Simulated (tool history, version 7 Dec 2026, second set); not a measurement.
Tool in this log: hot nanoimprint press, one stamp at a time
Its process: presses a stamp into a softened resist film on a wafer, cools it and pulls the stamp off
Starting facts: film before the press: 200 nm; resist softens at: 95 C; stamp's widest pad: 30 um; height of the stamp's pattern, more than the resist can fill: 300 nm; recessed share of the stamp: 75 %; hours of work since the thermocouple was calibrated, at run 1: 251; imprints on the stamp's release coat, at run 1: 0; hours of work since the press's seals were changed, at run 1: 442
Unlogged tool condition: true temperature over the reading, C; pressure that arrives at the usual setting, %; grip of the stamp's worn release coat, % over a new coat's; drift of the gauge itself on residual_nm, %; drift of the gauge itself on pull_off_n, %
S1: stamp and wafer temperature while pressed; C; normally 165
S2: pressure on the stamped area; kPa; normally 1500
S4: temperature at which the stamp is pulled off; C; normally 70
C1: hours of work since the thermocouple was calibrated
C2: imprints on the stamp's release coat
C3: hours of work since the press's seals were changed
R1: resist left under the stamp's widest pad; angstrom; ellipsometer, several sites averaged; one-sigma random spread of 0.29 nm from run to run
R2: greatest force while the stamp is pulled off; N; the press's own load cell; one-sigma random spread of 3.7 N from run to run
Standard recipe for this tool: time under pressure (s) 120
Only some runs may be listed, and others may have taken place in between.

Run 1, hour 0.0: usual settings; C1 251; C2 0; C3 442. Result: R1 1098 angstrom, R2 185 N.
Run 2, hour 93.0: usual settings; C1 298; C2 215; C3 489. Result: R1 1089 angstrom, R2 190 N.
At hour 105.7: plate thermocouple calibrated.
Run 3, hour 186.3: usual settings; C1 40; C2 424; C3 533. Result: R1 1083 angstrom, R2 204 N.
Run 4, hour 246.7: usual settings; C1 70; C2 564; C3 564. Result: R1 1084 angstrom, R2 210 N.
Run 5, hour 320.7: usual settings; C1 107; C2 735; C3 600. Result: R1 1078 angstrom, R2 226 N.
Run 6, hour 424.8: usual settings; C1 159; C2 977; C3 652. Result: R1 1082 angstrom, R2 231 N.
At hour 491.5: plate thermocouple calibrated, once more.
Run 7, hour 499.9: usual settings; C1 4; C2 1143; C3 688. Result: R1 1118 angstrom, R2 254 N.
At hour 575.2: stamp cleaned and given a new release coat.
Run 8, hour 589.8: usual settings; C1 46; C2 34; C3 730. Result: R1 1110 angstrom, R2 186 N.
Run 9, hour 660.2: usual settings but S4 75 C; C1 81; C2 197; C3 765. Result: R1 1106 angstrom, R2 171 N.
At hour 739.6: press's hydraulic seals changed and the load cell set to zero.
Run 10, hour 744.6: usual settings but S4 75 C; C1 119; C2 374; C3 2. Result: R1 1075 angstrom, R2 187 N.
Run 11, hour 808.3: usual settings; C1 151; C2 521; C3 34. Result: R1 1072 angstrom, R2 206 N.
Run 12, hour 893.6: usual settings; C1 193; C2 719; C3 77. Result: R1 1072 angstrom, R2 223 N.
Run 13, hour 968.5: usual settings; C1 230; C2 892; C3 114. Result: R1 1072 angstrom, R2 241 N.
Run 14, hour 1020.8: usual settings but S4 77 C; C1 257; C2 1013; C3 140. Result: R1 1072 angstrom, R2 210 N.
At hour 1112.2: plate thermocouple calibrated.
Run 15, hour 1124.8: usual settings; C1 6; C2 1247; C3 190. Result: R1 1090 angstrom, R2 252 N.
At hour 1160.5: stamp cleaned and given a new release coat.
Run 16, hour 1228.2: usual settings; C1 55; C2 157; C3 239. Result: R1 1091 angstrom, R2 190 N.
Run 17, hour 1322.2: usual settings but S1 173 C, S2 1610 kPa, time under pressure (s) 185, S4 71 C; C1 102; C2 375; C3 286. Result: R1 735 angstrom, R2 190 N.
Run 18, hour 1419.8: usual settings but S1 173 C, S2 1260 kPa, time under pressure (s) 185, S4 71 C; C1 150; C2 600; C3 334. Result: R1 833 angstrom, R2 222 N.
Run 19, hour 1491.3: usual settings but S1 173 C, S2 1260 kPa, time under pressure (s) 185, S4 74 C; C1 186; C2 766; C3 370. Result: R1 840 angstrom, R2 213 N.
Run 20, hour 1539.9: usual settings but S1 175 C, S2 1220 kPa, time under pressure (s) 69, S4 76 C; C1 210; C2 879; C3 394. Result: R1 1133 angstrom, R2 200 N.
Run 21, hour 1621.6: usual settings but S1 175 C, S2 1220 kPa, time under pressure (s) 196, S4 76 C; C1 251; C2 1068; C3 435. Result: R1 790 angstrom, R2 216 N.
At hour 1725.9: plate thermocouple calibrated.
At hour 1733.8: stamp cleaned and given a new release coat.
Run 22, hour 1733.8: usual settings but S1 175 C, S2 1680 kPa, time under pressure (s) 226, S4 62 C; C1 1; C2 0; C3 486. Result: R1 645 angstrom, R2 204 N.
Run 23, hour 1791.0: usual settings but S1 175 C, S2 1680 kPa, time under pressure (s) 226, S4 62 C; C1 29; C2 132; C3 514. Result: R1 646 angstrom, R2 203 N.
Run 24, hour 1879.4: usual settings but S1 155 C, S2 1680 kPa, time under pressure (s) 239, S4 62 C; C1 73; C2 337; C3 558. Result: R1 1116 angstrom, R2 235 N.
Run 25, hour 1982.8: usual settings but S1 155 C, S2 1680 kPa, time under pressure (s) 155, S4 62 C; C1 125; C2 576; C3 610. Result: R1 1253 angstrom, R2 240 N.
Run 26, hour 2039.0: usual settings but S1 155 C, S2 1680 kPa, time under pressure (s) 155, S4 62 C; C1 153; C2 707; C3 638. Result: R1 1258 angstrom, R2 257 N.
Run 27, hour 2095.3: usual settings but S1 155 C, S2 2020 kPa, time under pressure (s) 119, S4 75 C; C1 181; C2 837; C3 666. Result: R1 1257 angstrom, R2 208 N.
Run 28, hour 2165.0: usual settings but S1 155 C, S2 2020 kPa, time under pressure (s) 119, S4 75 C; C1 216; C2 998; C3 701. Result: R1 1259 angstrom, R2 211 N.
Run 29, hour 2213.1: usual settings but S1 169 C, S2 1670 kPa, time under pressure (s) 96, S4 67 C; C1 240; C2 1110; C3 724. Result: R1 1023 angstrom, R2 255 N.

3 ways to go on from here, each from the tool as it stands after run 29. What would each give?
At hour 2305.6: stamp cleaned and given a new release coat.
Run A, hour 2317.5: usual settings but S2 2150 kPa, S4 72 C; C1 288; C2 28; C3 773. Result: R1 ?, R2 ?.
At hour 2305.6: stamp cleaned and given a new release coat.
Run B, hour 2317.5: usual settings but S1 169 C, S2 1280 kPa, time under pressure (s) 134, S4 67 C; C1 288; C2 28; C3 773. Result: R1 ?, R2 ?.
At hour 2305.6: stamp cleaned and given a new release coat.
Run C, hour 2317.5: usual settings but S1 171 C, S2 1670 kPa, time under pressure (s) 96, S4 67 C; C1 288; C2 28; C3 773. Result: R1 ?, R2 ?.

run    R1   R2
  A   935  175
  B  1030  187
  C   972  185
With the hidden condition removed and each run's random variation left untouched, the same runs would have given:
run    R1   R2
  A   908  176
  B  1021  188
  C   954  185
